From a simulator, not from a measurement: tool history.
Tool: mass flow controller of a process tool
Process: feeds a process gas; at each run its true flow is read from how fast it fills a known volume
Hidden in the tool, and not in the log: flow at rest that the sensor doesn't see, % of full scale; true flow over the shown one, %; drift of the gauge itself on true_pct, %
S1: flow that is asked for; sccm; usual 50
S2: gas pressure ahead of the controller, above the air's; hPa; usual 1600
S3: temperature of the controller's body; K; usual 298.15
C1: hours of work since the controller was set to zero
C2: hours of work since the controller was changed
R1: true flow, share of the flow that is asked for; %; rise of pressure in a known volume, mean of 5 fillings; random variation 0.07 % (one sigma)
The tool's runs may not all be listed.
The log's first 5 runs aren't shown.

run,hour,S1,S2,S3,C1,C2,R1
6,379.8,48,1600,298.15,2004,2004,98.16
7,489.2,48,1600,298.15,2053,2053,98.21
8,547.0,48,1600,298.15,2078,2078,98.13
9,643.6,50,2420,298.15,2121,2121,98.11
10,731.4,50,2420,298.15,2160,2160,98.09
11,776.8,50,1600,294.15,2180,2180,98.66
12,848.0,81,1600,298.15,2212,2212,98.91
13,898.0,81,1600,298.15,2234,2234,98.91
14,980.1,50,1600,293.15,2270,2270,98.75
15,1041.0,50,1600,293.15,2297,2297,98.73
16,1139.2,50,1680,293.15,2341,2341,98.65
17,1248.1,50,1600,298.15,2389,2389,98.15
18,1353.5,35,1600,298.15,2436,2436,97.62
19,1400.4,35,1600,298.15,2457,2457,97.83
20,1473.7,35,1600,298.15,2489,2489,97.75
21,1531.1,35,1600,298.15,2514,2514,97.61
22,1597.5,50,1600,298.15,2544,2544,97.96
23,1657.7,50,1600,298.15,2571,2571,98.23
24,1751.0,50,1600,298.15,2612,2612,98.12
25,1797.7,50,1850,298.15,2633,2633,97.98

The next listed run, before its measurement:
26,1892.9,25,1790,303.15,2675,2675,?

R1: 96.50 %
Without the tool's hidden state the same run would have given R1 98.12 %.
